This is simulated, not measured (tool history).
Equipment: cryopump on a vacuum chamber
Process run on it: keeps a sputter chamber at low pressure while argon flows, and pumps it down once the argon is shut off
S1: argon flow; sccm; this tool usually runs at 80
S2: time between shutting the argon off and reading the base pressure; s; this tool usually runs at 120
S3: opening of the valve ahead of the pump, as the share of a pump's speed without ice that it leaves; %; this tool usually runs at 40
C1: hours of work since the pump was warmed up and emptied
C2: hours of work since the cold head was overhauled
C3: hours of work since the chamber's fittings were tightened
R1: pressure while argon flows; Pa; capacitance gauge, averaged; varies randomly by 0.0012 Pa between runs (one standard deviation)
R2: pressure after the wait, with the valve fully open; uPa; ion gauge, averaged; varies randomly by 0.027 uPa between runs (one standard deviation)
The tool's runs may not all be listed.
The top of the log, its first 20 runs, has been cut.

run	day	S1	S2	S3	C1	C2	C3	R1	R2
21	11.758	59	121	36	264	264	1331	0.223	1.73
22	12.383	59	121	36	277	277	1344	0.2236	1.82
23	13.071	80	35	40	291	291	1359	0.2729	4.1
24	13.371	80	35	40	298	298	1365	0.2732	4.1
25	13.842	80	39	23	307	307	1375	0.4666	3.72
26	14.275	80	39	23	316	316	1384	0.4671	3.71
27	14.617	80	39	23	324	324	1391	0.4649	3.72
28	14.962	80	39	23	331	331	1398	0.4679	3.78
29	15.467	80	39	23	341	341	1408	0.4705	3.86
30	16.012	80	39	23	353	353	1420	0.4692	3.83
31	16.388	44	42	16	360	360	1428	0.3696	3.58
32	16.792	47	63	49	369	369	1436	0.1345	2.72
33	17.496	80	46	30	383	383	1451	0.3659	3.39
34	17.954	71	164	30	393	393	1460	0.3238	1.64

Consider 4 possible next runs. They are alternatives, not a sequence: every one starts from the tool as it was left by run 34. What does each give?
A	18.396	80	120	33	402	402	1469	?	?
B	18.396	56	164	30	402	402	1469	?	?
C	18.396	71	47	30	402	402	1469	?	?
D	18.396	130	164	30	402	402	1469	?	?

run	R1	R2
A	0.3357	1.82
B	0.2546	1.68
C	0.3271	3.37
D	0.5936	1.68
Without the tool's unlogged condition, the same runs would have read:
run	R1	R2
A	0.3182	1.12
B	0.2424	0.95
C	0.3115	2.65
D	0.5652	0.96

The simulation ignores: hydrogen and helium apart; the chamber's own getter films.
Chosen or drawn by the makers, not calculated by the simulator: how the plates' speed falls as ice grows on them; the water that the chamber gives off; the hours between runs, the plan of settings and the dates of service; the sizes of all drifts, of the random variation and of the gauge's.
